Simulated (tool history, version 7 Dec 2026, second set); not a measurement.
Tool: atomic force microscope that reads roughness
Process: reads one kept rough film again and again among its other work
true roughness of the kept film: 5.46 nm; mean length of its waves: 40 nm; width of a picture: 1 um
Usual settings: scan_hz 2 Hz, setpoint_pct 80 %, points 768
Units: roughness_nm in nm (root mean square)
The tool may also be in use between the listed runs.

run,hour,scan_hz,setpoint_pct,points,roughness_nm
1,0,2,80,768,3.773
2,16.8,2,80,768,3.636
3,28,2,80,768,3.577
4,48.9,2.64,80,768,3.303
5,70.7,2,80,768,3.386
6,88.6,2,80,768,3.309
# hour 107.5: new tip fitted
7,110,2,80,768,3.883
8,128,2,80,399,3.793
9,144.3,2,80,768,3.709
10,166.1,2,80,768,3.604
11,177.3,2,80,768,3.56
12,187.6,2,80,768,3.517
13,209.3,2,80,768,3.438
14,219.8,1.64,72,267,3.64
15,231.6,1.64,61,267,3.771
16,248.1,1.64,61,267,3.694

The next listed run, before its measurement:
# hour 249.9: new tip fitted
17,259.2,1.64,61,322,?

{"run 17": {"roughness_nm": 4.428}}
Without the tool's hidden state the same run would have given roughness_nm 4.495 nm (root mean square).

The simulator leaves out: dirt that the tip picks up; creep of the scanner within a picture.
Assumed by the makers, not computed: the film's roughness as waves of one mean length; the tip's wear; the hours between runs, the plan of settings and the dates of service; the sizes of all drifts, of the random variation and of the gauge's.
